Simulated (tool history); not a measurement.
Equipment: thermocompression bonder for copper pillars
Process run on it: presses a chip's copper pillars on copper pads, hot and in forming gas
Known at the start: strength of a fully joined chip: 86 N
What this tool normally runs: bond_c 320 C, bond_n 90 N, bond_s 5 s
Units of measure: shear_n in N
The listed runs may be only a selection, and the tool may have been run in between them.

run	hour	bond_c	bond_n	bond_s	shear_n
1	0	320	90	5	34.1
2	13.3	320	90	5	33.5
3	25	320	90	5	33.7
4	37.2	297	90	5	27.7
5	58	297	90	5	27.4
6	70.3	297	90	5	27.3
7	79.5	344	90	5	40.4
8	99.6	320	98	5	36.3
9	108.1	320	98	4	34.1
10	119.4	320	98	4	33.1
11	136.9	320	119	4	38.8
# hour 140.8: heater calibrated with a thermocouple chip
12	148.9	333	90	5	37
13	169.7	312	90	5	31.7
14	181.8	320	90	15	48.3
15	193.5	343	55	7	27
16	206.6	343	55	8	30.3
# hour 213.5: heater calibrated with a thermocouple chip, once more
17	222.8	320	129	5	45.2
18	240.1	320	58	7	24.9
19	254.1	320	58	7	24.1
20	267.6	320	58	7	24.3
21	281.4	320	58	7	24.1
22	300.7	309	58	5	20.3
23	314.7	330	59	6	25.2
24	329.8	330	59	6	25.6
25	339.9	330	59	6	24.5
26	358.8	303	125	7	43.1
27	367.8	303	125	7	42.8
28	377.8	303	125	7	42.2

Selected run-to-run steps in shear_n, each split into two signed amounts: the part the tool would show with no hidden state at all (from settings, incoming material and random variation), and the remainder, which goes to the hidden state together with any gauge scatter not common to the measured and the hidden-state-free results:
Hidden state present: true temperature of the bond over the reading, C; force that reaches the chip, % of what is set; oxide that the forming gas leaves, % of the face; drift of the gauge itself on shear_n, %.
Run 14 -> 15: bond_c 320 -> 343, bond_n 90 -> 55, bond_s 15 -> 7. shear_n -21.3 N: hidden state +1, all else -22.3.
Run 17 -> 18: bond_n 129 -> 58, bond_s 5 -> 7. shear_n -20.3 N: hidden state +1, all else -21.3.
Run 25 -> 26: bond_c 330 -> 303, bond_n 59 -> 125, bond_s 6 -> 7. shear_n +18.6 N: hidden state -1.2, all else +19.8.
